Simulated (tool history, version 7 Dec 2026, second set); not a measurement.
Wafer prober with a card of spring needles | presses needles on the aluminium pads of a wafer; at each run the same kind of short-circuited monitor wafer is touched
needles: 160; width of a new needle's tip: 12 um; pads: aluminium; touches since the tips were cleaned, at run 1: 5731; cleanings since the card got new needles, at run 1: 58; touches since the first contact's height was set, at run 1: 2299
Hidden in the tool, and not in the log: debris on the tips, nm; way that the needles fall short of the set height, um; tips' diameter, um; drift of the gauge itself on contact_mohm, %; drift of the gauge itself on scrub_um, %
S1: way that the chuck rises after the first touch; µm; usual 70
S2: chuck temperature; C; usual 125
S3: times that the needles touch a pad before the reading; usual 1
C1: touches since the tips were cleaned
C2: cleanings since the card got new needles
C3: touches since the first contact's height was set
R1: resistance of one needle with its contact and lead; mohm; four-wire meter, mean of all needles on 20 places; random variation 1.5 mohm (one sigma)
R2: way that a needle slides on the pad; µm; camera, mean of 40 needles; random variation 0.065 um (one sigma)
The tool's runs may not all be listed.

| run | hour | S1 | S2 | S3 | C1 | C2 | C3 | R1 | R2 |
|---|---|---|---|---|---|---|---|---|---|
| 1 | 0.0 | 70 | 125 | 1 | 5731 | 58 | 2299 | 164 | 13.86 |
|  | 4.8 | tips cleaned on abrasive film |
|  | 26.6 | tips cleaned on abrasive film |
| 2 | 36.0 | 70 | 125 | 2 | 3200 | 60 | 14495 | 150 | 13.91 |
|  | 47.0 | tips cleaned on abrasive film |
| 3 | 57.8 | 70 | 125 | 2 | 3682 | 61 | 21915 | 152 | 13.73 |
|  | 68.9 | tips cleaned on abrasive film |
|  | 91.3 | tips cleaned on abrasive film |
| 4 | 93.9 | 70 | 125 | 2 | 893 | 63 | 34149 | 145 | 13.86 |
|  | 111.8 | tips cleaned on abrasive film |
| 5 | 129.2 | 70 | 125 | 2 | 5925 | 64 | 46147 | 157 | 13.70 |
|  | 134.9 | tips cleaned on abrasive film |
|  | 156.0 | tips cleaned on abrasive film |
| 6 | 162.1 | 70 | 125 | 2 | 2077 | 66 | 57316 | 151 | 13.59 |
|  | 178.3 | tips cleaned on abrasive film |
| 7 | 196.2 | 70 | 125 | 1 | 6097 | 67 | 68904 | 163 | 13.72 |
|  | 199.6 | tips cleaned on abrasive film |
| 8 | 213.5 | 70 | 125 | 1 | 4722 | 68 | 74757 | 164 | 13.70 |
|  | 221.0 | tips cleaned on abrasive film |
|  | 242.9 | tips cleaned on abrasive film |
| 9 | 245.3 | 70 | 125 | 1 | 811 | 70 | 85536 | 148 | 13.59 |
|  | 264.5 | tips cleaned on abrasive film |
| 10 | 279.8 | 70 | 125 | 1 | 5219 | 71 | 97276 | 164 | 13.65 |
|  | 286.1 | tips cleaned on abrasive film |
| 11 | 300.2 | 70 | 125 | 1 | 4811 | 72 | 104196 | 165 | 13.58 |
|  | 308.1 | tips cleaned on abrasive film |
|  | 330.3 | tips cleaned on abrasive film |
| 12 | 330.3 | 70 | 125 | 1 | 0 | 74 | 114395 | 139 | 13.58 |
|  | 351.3 | tips cleaned on abrasive film |
| 13 | 362.5 | 70 | 125 | 1 | 3827 | 75 | 125342 | 163 | 13.44 |
|  | 373.1 | tips cleaned on abrasive film |
| 14 | 389.3 | 55 | 125 | 1 | 5554 | 76 | 134469 | 183 | 10.48 |
|  | 393.5 | tips cleaned on abrasive film |
|  | 414.2 | tips cleaned on abrasive film |
| 15 | 421.0 | 63 | 125 | 1 | 2321 | 78 | 145205 | 162 | 12.10 |
|  | 436.7 | tips cleaned on abrasive film |
| 16 | 456.2 | 70 | 125 | 3 | 6656 | 79 | 157179 | 150 | 13.42 |
|  | 457.9 | tips cleaned on abrasive film |
|  | 478.2 | tips cleaned on abrasive film |
| 17 | 491.4 | 81 | 104 | 3 | 4475 | 81 | 169094 | 142 | 15.70 |
|  | 498.9 | tips cleaned on abrasive film |
| 18 | 517.1 | 59 | 105 | 1 | 6192 | 82 | 177827 | 178 | 11.08 |
|  | 521.1 | tips cleaned on abrasive film |
|  | 542.5 | tips cleaned on abrasive film |
| 19 | 544.6 | 54 | 38 | 1 | 711 | 84 | 187139 | 145 | 10.13 |
|  | 563.4 | tips cleaned on abrasive film |
| 20 | 568.7 | 71 | 38 | 1 | 1809 | 85 | 195344 | 147 | 13.50 |
|  | 585.8 | tips cleaned on abrasive film |
| 21 | 597.1 | 70 | 87 | 3 | 3849 | 86 | 204970 | 145 | 13.27 |
|  | 609.0 | tips cleaned on abrasive film |
| 22 | 627.5 | 70 | 108 | 1 | 6309 | 87 | 215304 | 167 | 13.17 |
|  | 630.3 | tips cleaned on abrasive film |
|  | 651.3 | tips cleaned on abrasive film |
| 23 | 657.5 | 60 | 69 | 2 | 2127 | 89 | 225487 | 153 | 11.15 |
|  | 672.2 | tips cleaned on abrasive film |
| 24 | 681.9 | 60 | 69 | 2 | 3303 | 90 | 233777 | 153 | 11.08 |
|  | 695.3 | tips cleaned on abrasive film |
|  | 701.4 | height of the first contact set anew |
| 25 | 709.4 | 72 | 69 | 3 | 4724 | 91 | 2728 | 139 | 14.29 |
|  | 717.5 | tips cleaned on abrasive film |
| 26 | 732.5 | 89 | 125 | 2 | 5118 | 92 | 10558 | 147 | 17.61 |
|  | 738.4 | tips cleaned on abrasive film |
|  | 759.3 | tips cleaned on abrasive film |
| 27 | 763.2 | 89 | 125 | 2 | 1324 | 94 | 20976 | 141 | 17.48 |
|  | 780.5 | tips cleaned on abrasive film |
| 28 | 798.8 | 89 | 71 | 2 | 6229 | 95 | 33073 | 142 | 17.68 |
|  | 801.6 | tips cleaned on abrasive film |
|  | 822.4 | tips cleaned on abrasive film |
| 29 | 830.0 | 70 | 125 | 3 | 2596 | 97 | 43662 | 148 | 13.82 |
|  | 844.3 | tips cleaned on abrasive film |
| 30 | 847.4 | 72 | 71 | 2 | 1070 | 98 | 49557 | 139 | 14.14 |
|  | 866.9 | tips cleaned on abrasive film |
| 31 | 878.2 | 72 | 71 | 2 | 3826 | 99 | 60003 | 146 | 14.10 |
|  | 889.5 | tips cleaned on abrasive film |
|  | 911.2 | tips cleaned on abrasive film |
| 32 | 911.9 | 72 | 71 | 2 | 238 | 101 | 71451 | 137 | 14.12 |

Some steps in R1 between neighbouring runs. How much of each would the tool show without its hidden state too (settings, what came in, random variation), and how much is left for the hidden state, with any gauge scatter that isn't in both results?
Run 11 -> 12: tips cleaned on abrasive film, tips cleaned on abrasive film. R1 -26 mohm: hidden state -23, all else -3.
Run 17 -> 18: S1 81 -> 59, S2 104 -> 105, S3 3 -> 1, tips cleaned on abrasive film. R1 +36 mohm: hidden state +34, all else +2.
Run 18 -> 19: S1 59 -> 54, S2 105 -> 38, tips cleaned on abrasive film, tips cleaned on abrasive film. R1 -33 mohm: hidden state -23, all else -10.
